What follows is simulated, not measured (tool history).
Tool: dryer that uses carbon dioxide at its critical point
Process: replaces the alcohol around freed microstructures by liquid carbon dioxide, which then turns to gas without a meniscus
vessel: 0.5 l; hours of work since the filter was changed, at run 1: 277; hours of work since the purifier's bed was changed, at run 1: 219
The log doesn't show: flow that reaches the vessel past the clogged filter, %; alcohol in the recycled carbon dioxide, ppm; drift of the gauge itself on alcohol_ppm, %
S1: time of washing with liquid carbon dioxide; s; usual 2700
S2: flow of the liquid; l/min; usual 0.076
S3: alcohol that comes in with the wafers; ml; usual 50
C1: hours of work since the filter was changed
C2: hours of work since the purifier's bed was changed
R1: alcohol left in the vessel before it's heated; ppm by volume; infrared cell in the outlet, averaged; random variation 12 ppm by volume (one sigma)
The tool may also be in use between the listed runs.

{"run": 1, "hour": 0.0, "S1": 2700, "S2": 0.076, "S3": 50, "C1": 277, "C2": 219, "R1": 1345}
{"run": 2, "hour": 16.3, "S1": 2700, "S2": 0.1269, "S3": 50, "C1": 287, "C2": 229, "R1": 93}
{"run": 3, "hour": 29.4, "S1": 2700, "S2": 0.1269, "S3": 36, "C1": 295, "C2": 237, "R1": 74}
{"run": 4, "hour": 48.7, "S1": 2700, "S2": 0.1269, "S3": 36, "C1": 307, "C2": 249, "R1": 72}
{"hour": 51.7, "done": "inlet filter changed"}
{"run": 5, "hour": 71.7, "S1": 2700, "S2": 0.1269, "S3": 36, "C1": 12, "C2": 262, "R1": 56}
{"run": 6, "hour": 92.8, "S1": 2700, "S2": 0.1269, "S3": 33, "C1": 25, "C2": 275, "R1": 51}
{"run": 7, "hour": 103.8, "S1": 2700, "S2": 0.1269, "S3": 33, "C1": 32, "C2": 282, "R1": 50}
{"run": 8, "hour": 116.6, "S1": 2700, "S2": 0.0691, "S3": 33, "C1": 40, "C2": 290, "R1": 855}
{"run": 9, "hour": 139.9, "S1": 2700, "S2": 0.0691, "S3": 33, "C1": 54, "C2": 304, "R1": 876}
{"run": 10, "hour": 151.0, "S1": 2700, "S2": 0.0691, "S3": 33, "C1": 61, "C2": 311, "R1": 864}
{"run": 11, "hour": 162.0, "S1": 2700, "S2": 0.0691, "S3": 33, "C1": 68, "C2": 318, "R1": 863}
{"run": 12, "hour": 174.8, "S1": 2700, "S2": 0.0691, "S3": 33, "C1": 75, "C2": 326, "R1": 889}
{"run": 13, "hour": 187.9, "S1": 2700, "S2": 0.0877, "S3": 50, "C1": 84, "C2": 334, "R1": 414}
{"run": 14, "hour": 199.3, "S1": 2700, "S2": 0.0877, "S3": 50, "C1": 91, "C2": 341, "R1": 433}
{"run": 15, "hour": 209.6, "S1": 2700, "S2": 0.0877, "S3": 50, "C1": 97, "C2": 347, "R1": 449}
{"run": 16, "hour": 229.6, "S1": 2700, "S2": 0.0877, "S3": 50, "C1": 109, "C2": 359, "R1": 445}
{"run": 17, "hour": 247.2, "S1": 2700, "S2": 0.0877, "S3": 50, "C1": 120, "C2": 370, "R1": 464}
{"run": 18, "hour": 262.3, "S1": 2700, "S2": 0.0522, "S3": 50, "C1": 129, "C2": 379, "R1": 4411}
{"run": 19, "hour": 277.2, "S1": 2700, "S2": 0.076, "S3": 50, "C1": 138, "C2": 388, "R1": 1001}
{"run": 20, "hour": 291.1, "S1": 2700, "S2": 0.076, "S3": 50, "C1": 147, "C2": 397, "R1": 983}
{"run": 21, "hour": 307.0, "S1": 1980, "S2": 0.076, "S3": 50, "C1": 157, "C2": 407, "R1": 3378}
{"run": 22, "hour": 330.4, "S1": 1980, "S2": 0.076, "S3": 50, "C1": 171, "C2": 421, "R1": 3459}
{"run": 23, "hour": 349.7, "S1": 1740, "S2": 0.076, "S3": 50, "C1": 183, "C2": 433, "R1": 5305}
{"run": 24, "hour": 369.6, "S1": 1740, "S2": 0.076, "S3": 50, "C1": 195, "C2": 445, "R1": 5336}
{"run": 25, "hour": 384.2, "S1": 2700, "S2": 0.076, "S3": 22, "C1": 204, "C2": 454, "R1": 529}
{"run": 26, "hour": 394.7, "S1": 3120, "S2": 0.0605, "S3": 46, "C1": 210, "C2": 460, "R1": 1569}
{"run": 27, "hour": 405.1, "S1": 4200, "S2": 0.096, "S3": 33, "C1": 217, "C2": 467, "R1": 72}
{"run": 28, "hour": 426.8, "S1": 1980, "S2": 0.0574, "S3": 50, "C1": 230, "C2": 480, "R1": 8723}
{"run": 29, "hour": 446.8, "S1": 3780, "S2": 0.0821, "S3": 50, "C1": 242, "C2": 492, "R1": 175}
{"run": 30, "hour": 463.9, "S1": 1920, "S2": 0.076, "S3": 50, "C1": 253, "C2": 503, "R1": 4294}
{"run": 31, "hour": 481.5, "S1": 1920, "S2": 0.076, "S3": 50, "C1": 263, "C2": 514, "R1": 4305}
{"run": 32, "hour": 494.6, "S1": 2040, "S2": 0.1081, "S3": 27, "C1": 272, "C2": 522, "R1": 480}
{"run": 33, "hour": 504.6, "S1": 2700, "S2": 0.1072, "S3": 50, "C1": 278, "C2": 528, "R1": 238}
{"run": 34, "hour": 526.6, "S1": 2700, "S2": 0.1072, "S3": 50, "C1": 291, "C2": 541, "R1": 252}
{"run": 35, "hour": 541.7, "S1": 2700, "S2": 0.1072, "S3": 50, "C1": 300, "C2": 550, "R1": 247}
{"hour": 554.7, "done": "inlet filter changed"}
{"run": 36, "hour": 558.6, "S1": 2700, "S2": 0.0887, "S3": 50, "C1": 2, "C2": 560, "R1": 364}
{"run": 37, "hour": 578.6, "S1": 1980, "S2": 0.076, "S3": 50, "C1": 15, "C2": 572, "R1": 2840}
{"run": 38, "hour": 595.5, "S1": 1980, "S2": 0.048, "S3": 62, "C1": 25, "C2": 583, "R1": 13781}
{"run": 39, "hour": 605.3, "S1": 1980, "S2": 0.0805, "S3": 50, "C1": 31, "C2": 589, "R1": 2231}
{"run": 40, "hour": 622.7, "S1": 1620, "S2": 0.076, "S3": 102, "C1": 42, "C2": 599, "R1": 11023}
{"run": 41, "hour": 636.0, "S1": 2640, "S2": 0.1143, "S3": 29, "C1": 50, "C2": 608, "R1": 116}

3 ways to go on from here, each from the tool as it stands after run 41. What would each give?
{"run": "A", "hour": 645.6, "S1": 3300, "S2": 0.0946, "S3": 22, "C1": 56, "C2": 614, "R1": "?"}
{"run": "B", "hour": 645.6, "S1": 3360, "S2": 0.1143, "S3": 58, "C1": 56, "C2": 614, "R1": "?"}
{"run": "C", "hour": 645.6, "S1": 2640, "S2": 0.0784, "S3": 29, "C1": 56, "C2": 614, "R1": "?"}

run=A R1=96
run=B R1=88
run=C R1=500
Without the tool's hidden state the same runs would have given:
run=A R1=23
run=B R1=18
run=C R1=384

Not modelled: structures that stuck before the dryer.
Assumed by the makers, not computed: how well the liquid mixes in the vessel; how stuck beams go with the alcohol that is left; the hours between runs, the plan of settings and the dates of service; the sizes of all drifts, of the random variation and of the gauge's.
